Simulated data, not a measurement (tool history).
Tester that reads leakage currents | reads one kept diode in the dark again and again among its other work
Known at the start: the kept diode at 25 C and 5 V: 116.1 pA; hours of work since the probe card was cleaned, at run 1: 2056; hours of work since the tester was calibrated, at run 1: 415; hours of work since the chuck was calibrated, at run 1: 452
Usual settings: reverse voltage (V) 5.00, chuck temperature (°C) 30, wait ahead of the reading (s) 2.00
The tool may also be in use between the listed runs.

run    hour  reverse voltage (V)  chuck temperature (°C)  wait ahead of the reading (s)  hours of work since the probe card was cleaned  hours of work since the tester was calibrated  hours of work since the chuck was calibrated  current that the tester gives (pA)
  1     0.0                 5.00                      30                           2.00                                            2056                                            415                                           452                              165.95
  2    18.3                 1.70                      30                           2.00                                            2071                                            429                                           467                              109.42
  3    56.6                 1.70                      30                           2.00                                            2101                                            460                                           498                              109.54
  4    91.1                 3.43                      30                           2.00                                            2129                                            487                                           525                              143.46
  5   108.8                 3.43                      30                           2.00                                            2143                                            502                                           539                              143.22
  6   139.2                 3.43                      30                           2.00                                            2167                                            526                                           563                              143.66
  7   156.7                 5.00                      48                           2.00                                            2181                                            540                                           577                              542.56
  8   173.8                 1.06                      30                           2.00                                            2195                                            554                                           591                               90.72
  9   208.4                 1.06                      30                           2.00                                            2222                                            581                                           619                               91.12
 10   243.0                 1.06                      30                           2.00                                            2250                                            609                                           646                               91.15
 11   269.6                 5.00                      30                           2.27                                            2271                                            630                                           668                              166.50
 12   286.2                 5.00                      30                           2.00                                            2285                                            643                                           681                              166.27
 13   315.1                 5.00                      30                           2.00                                            2308                                            666                                           704                              165.61
 14   343.0                 5.00                      30                           2.00                                            2330                                            689                                           726                              166.64
 15   377.4                 5.00                      30                           2.00                                            2357                                            716                                           754                              166.14
 16   395.2                 5.00                      30                           2.00                                            2372                                            730                                           768                              165.61
 17   429.1                 5.00                      30                           2.00                                            2399                                            757                                           795                              165.59
 18   446.8                 5.00                      30                           2.00                                            2413                                            772                                           809                              167.43
      459.3  -- chuck's temperature calibrated
 19   470.8                 5.00                      30                           2.00                                            2430                                            789                                             9                              166.27
 20   496.2                 5.00                      30                           0.37                                            2451                                            809                                            29                              167.98
 21   529.8                 5.00                      30                           0.37                                            2477                                            836                                            56                              168.76
 22   551.7                 4.04                      21                           1.94                                            2495                                            854                                            74                               80.06
      570.8  -- probe card cleaned and baked
 23   586.8                13.00                      23                           1.94                                              13                                            879                                            99                              147.43
 24   613.8                13.00                      23                           1.94                                              34                                            901                                           121                              146.55
 25   634.9                 7.92                      50                           2.00                                              51                                            918                                           138                              730.00
 26   673.3                10.02                      21                           6.68                                              82                                            948                                           168                              114.04
 27   710.3                 2.84                      20                           0.49                                             111                                            978                                           198                               66.09
 28   738.1                 4.61                      44                           1.42                                             134                                           1000                                           220                              410.00
 29   762.8                14.89                      58                           3.05                                             153                                           1020                                           240                             1505.09
 30   793.4                14.89                      58                           0.48                                             178                                           1044                                           264                             1519.90
 31   830.4                16.32                      34                           8.70                                             207                                           1074                                           294                              345.24
 32   859.3                 5.00                      21                           1.16                                             230                                           1097                                           317                               87.73
 33   890.3                 5.00                      41                           2.42                                             255                                           1122                                           342                              345.69
 34   919.1                 5.00                      30                           0.38                                             278                                           1145                                           365                              167.50
 35   948.2                 6.58                      31                           2.00                                             301                                           1168                                           388                              198.58
 36   984.4                 6.58                      31                           2.00                                             330                                           1197                                           417                              198.47
 37  1021.4                 6.58                      31                           2.00                                             360                                           1226                                           446                              198.29
 38  1051.2                 2.00                      27                           0.59                                             384                                           1250                                           470                               94.63
 39  1089.4                 1.41                      21                           2.00                                             414                                           1281                                           501                               53.46

Forecast each of these 4 alternatives for the next run:
  A  1118.9                16.46                      58                           2.00                                             438                                           1304                                           524                                   ?
  B  1118.9                 2.43                      57                           0.86                                             438                                           1304                                           524                                   ?
  C  1118.9                 1.41                      21                           0.31                                             438                                           1304                                           524                                   ?
  D  1118.9                18.96                      30                           2.00                                             438                                           1304                                           524                                   ?

run  current that the tester gives (pA)
  A                             1573.08
  B                              704.88
  C                               54.08
  D                              279.76
Without the tool's hidden state the same runs would have given:
run  current that the tester gives (pA)
  A                             1572.26
  B                              704.51
  C                               54.04
  D                              279.57
